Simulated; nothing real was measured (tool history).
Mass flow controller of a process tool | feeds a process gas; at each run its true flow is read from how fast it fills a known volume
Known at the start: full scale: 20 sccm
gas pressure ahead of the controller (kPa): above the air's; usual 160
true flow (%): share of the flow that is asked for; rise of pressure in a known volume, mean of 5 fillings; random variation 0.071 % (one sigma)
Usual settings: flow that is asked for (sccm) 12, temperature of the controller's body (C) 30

run	hour	flow that is asked for (sccm)	gas pressure ahead of the controller (kPa)	temperature of the controller's body (C)	true flow (%)
1	0.0	12	160	30	100.19
2	66.1	12	160	30	100.16
3	144.7	12	160	27	100.07
4	244.5	12	160	27	100.08
5	302.5	12	160	30	100.25
6	384.2	12	160	30	100.14
7	492.4	12	160	30	100.07
8	583.9	12	160	30	100.16
9	642.3	12	160	30	100.17
10	726.0	12	160	30	100.26
11	831.7	12	160	30	100.33
12	930.8	12	160	30	100.31
13	1010.9	12	160	30	100.16
14	1118.2	12	161	30	100.22
15	1172.5	12	168	30	100.14
16	1258.6	12	168	30	100.16
17	1340.2	12	168	30	100.19
18	1442.2	12	168	30	100.25
19	1530.0	12	168	30	100.46
20	1596.2	12	160	30	100.44
21	1667.3	12	160	30	100.39
22	1762.1	12	160	30	100.44
23	1863.7	12	160	30	100.36
24	1914.8	4	171	22	97.46
25	2007.8	9	160	22	99.46
26	2094.2	9	160	22	99.31
27	2162.8	9	160	22	99.41
28	2220.8	9	160	22	99.52
29	2326.4	5	160	22	98.15
30	2387.2	10	160	30	100.09
31	2454.8	9	270	30	99.35
32	2516.8	12	193	30	100.23
33	2604.9	12	155	21	100.11
34	2698.6	4	160	30	97.99
35	2778.0	12	160	22	100.06
36	2856.7	2	169	34	94.98
37	2941.5	3	239	34	96.49
38	3030.2	3	239	34	96.48
39	3078.0	3	157	31	96.68
40	3134.6	17	157	31	101.43
41	3181.8	16	244	31	100.69
42	3272.1	4	164	31	97.71
43	3361.4	4	164	31	97.88

Hidden state or all else? Some run-to-run changes of true flow (%), split into what the settings, what came in and random variation would give without the hidden state, and what is left for the hidden state (with any gauge scatter that isn't in both results):
The hidden state here: flow at rest that the sensor doesn't see, % of full scale; true flow over the shown one, %; drift of the gauge itself on true_pct, %.
Run 35 -> 36: flow that is asked for (sccm) 12 -> 2, gas pressure ahead of the controller (kPa) 160 -> 169, temperature of the controller's body (C) 22 -> 34. true flow (%) -5.08: hidden state -4.82, all else -0.26.
Run 39 -> 40: flow that is asked for (sccm) 3 -> 17. true flow (%) +4.75: hidden state +3.31, all else +1.44.
Run 41 -> 42: flow that is asked for (sccm) 16 -> 4, gas pressure ahead of the controller (kPa) 244 -> 164. true flow (%) -2.98: hidden state -2.31, all else -0.67.
